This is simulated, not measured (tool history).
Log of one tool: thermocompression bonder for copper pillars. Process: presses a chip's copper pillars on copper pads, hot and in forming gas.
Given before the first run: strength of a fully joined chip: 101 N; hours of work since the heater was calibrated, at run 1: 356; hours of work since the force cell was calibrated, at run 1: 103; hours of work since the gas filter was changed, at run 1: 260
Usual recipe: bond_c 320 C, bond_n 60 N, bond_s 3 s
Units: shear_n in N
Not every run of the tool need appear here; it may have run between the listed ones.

run   hour  bond_c  bond_n  bond_s  hours of work since the heater was calibrated  hours of work since the force cell was calibrated  hours of work since the gas filter was changed  shear_n
  1      0     320      60       3                                            356                                                103                                             260     73.3
      17.8  -- forming gas filter changed
  2     31     320      60       7                                            380                                                127                                              10     89.2
  3   61.7     320      60       7                                            404                                                151                                              34     88.8
  4   85.3     328      60       3                                            422                                                170                                              53     79.4
  5  119.3     320      60       2                                            449                                                197                                              80     68.3
  6    138     320      60       2                                            464                                                211                                              94     68.3
  7  176.3     326      55       2                                            494                                                241                                             124       68
     181.1  -- force cell calibrated
  8  200.6     326      55       3                                            512                                                 15                                             142     75.2
  9  225.4     326      55       3                                            531                                                 35                                             162       75
 10  268.5     326      55       3                                            565                                                 69                                             196     74.6
 11  309.5     326      55       3                                            597                                                101                                             228     74.5

3 options for the next run, each taken on its own from the tool as it stands now. Forecast them:
  A  332.8     320      60       2                                            616                                                119                                             246        ?
  B  332.8     326      55       7                                            616                                                119                                             246        ?
  C  332.8     327      60       3                                            616                                                119                                             246        ?

run  shear_n
  A     67.3
  B     86.4
  C     77.2
Take away the tool's hidden state, keep each run's random variation, and the runs would have read:
run  shear_n
  A       68
  B     88.5
  C     78.5
